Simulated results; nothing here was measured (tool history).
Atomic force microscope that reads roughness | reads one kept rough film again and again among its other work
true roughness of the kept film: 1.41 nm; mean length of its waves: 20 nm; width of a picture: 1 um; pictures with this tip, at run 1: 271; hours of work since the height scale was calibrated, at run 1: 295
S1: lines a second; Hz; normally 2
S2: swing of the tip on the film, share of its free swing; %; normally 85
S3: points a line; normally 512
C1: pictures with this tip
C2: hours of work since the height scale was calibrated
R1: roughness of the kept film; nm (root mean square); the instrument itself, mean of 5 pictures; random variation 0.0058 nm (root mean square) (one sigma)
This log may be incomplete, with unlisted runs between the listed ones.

run   hour    S1  S2   S3   C1   C2     R1
  1      0     2  85  512  271  295  1.062
  2   17.5     2  85  337  297  309  1.059
  3   34.4     2  85  337  322  322  1.041
  4   49.4     2  85  337  344  333  1.038
  5   63.7     2  85  337  365  344  1.049
      65.2  -- new tip fitted
  6   75.9     2  85  337   16  353  1.048
  7   88.3     2  85  337   34  363  1.049
  8   99.5     2  85  337   51  371   1.05
  9  109.6     2  85  337   66  379  1.055
 10  123.3     2  85  337   86  390  1.043
 11  131.1     2  85  337   98  395   1.05
 12    139     2  85  337  109  402  1.046
 13    152  0.58  85  851  129  412  1.233
 14  162.5  0.58  85  851  144  420  1.226
 15  171.9  1.26  73  917  158  427  1.217
 16  188.8     2  85  539  183  440  1.064
 17    198     2  85  539  197  447  1.076
 18  208.9     2  85  539  213  455  1.055
 19  221.9  2.48  85  335  232  465  1.003

Selected run-to-run steps in R1, each split into two signed amounts: the part the tool would show with no hidden state at all (from settings, incoming material and random variation), and the remainder, which goes to the hidden state together with any gauge scatter not common to the measured and the hidden-state-free results:
The tool's hidden condition here consists of: radius of the tip, nm; height scale over the true one, %; drift of the gauge itself on roughness_nm, %.
Run 5 -> 6: new tip fitted. R1 -0.001 nm (root mean square): hidden state +0.008, all else -0.009.
Run 12 -> 13: S1 2 -> 0.58, S3 337 -> 851. R1 +0.187 nm (root mean square): hidden state -0.001, all else +0.188.

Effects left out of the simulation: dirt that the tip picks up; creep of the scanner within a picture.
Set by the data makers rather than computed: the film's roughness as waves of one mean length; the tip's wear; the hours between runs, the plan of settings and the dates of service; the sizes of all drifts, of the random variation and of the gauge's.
